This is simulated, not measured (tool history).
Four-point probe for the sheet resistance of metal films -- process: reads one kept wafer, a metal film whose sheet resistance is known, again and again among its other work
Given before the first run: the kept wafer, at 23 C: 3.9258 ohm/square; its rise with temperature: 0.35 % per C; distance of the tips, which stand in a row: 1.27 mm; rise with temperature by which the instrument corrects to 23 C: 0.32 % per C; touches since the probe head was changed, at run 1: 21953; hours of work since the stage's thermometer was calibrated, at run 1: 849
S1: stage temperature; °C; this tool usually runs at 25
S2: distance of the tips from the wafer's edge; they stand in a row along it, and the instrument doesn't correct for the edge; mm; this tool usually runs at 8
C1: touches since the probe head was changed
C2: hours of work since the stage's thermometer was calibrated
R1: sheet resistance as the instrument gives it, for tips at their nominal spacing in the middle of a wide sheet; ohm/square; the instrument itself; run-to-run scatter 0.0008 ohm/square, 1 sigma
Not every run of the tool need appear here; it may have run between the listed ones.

run 1 hour=0 | S1=25 S2=8 | C1=21953 C2=849 | R1=3.970047
run 2 hour=24.3 | S1=23 S2=8 | C1=22412 C2=858 | R1=3.967643
run 3 hour=41.7 | S1=23 S2=8 | C1=22743 C2=866 | R1=3.967608
run 4 hour=61.4 | S1=23 S2=8 | C1=23113 C2=873 | R1=3.967612
run 5 hour=97.2 | S1=25 S2=55 | C1=23791 C2=888 | R1=3.918806
run 6 hour=129.7 | S1=25 S2=55 | C1=24404 C2=901 | R1=3.919558
run 7 hour=148.6 | S1=25 S2=8 | C1=24762 C2=909 | R1=3.969171
run 8 hour=179.8 | S1=25 S2=25 | C1=25352 C2=922 | R1=3.922294
run 9 hour=212.7 | S1=25 S2=25 | C1=25974 C2=935 | R1=3.920776
run 10 hour=249.1 | S1=19 S2=8 | C1=26661 C2=950 | R1=3.960201
run 11 hour=285.7 | S1=18 S2=6 | C1=27354 C2=965 | R1=3.998434

Run 12 has not been measured yet. What should we expect?
run 12 hour=321.2 | S1=25 S2=6 | C1=28024 C2=979 | R1=?

{"run 12": {"R1": 4.00724}}
Take away the tool's hidden state, keep the run-to-run variation as it was, and the same run would have given R1 4.021052 ohm/square.
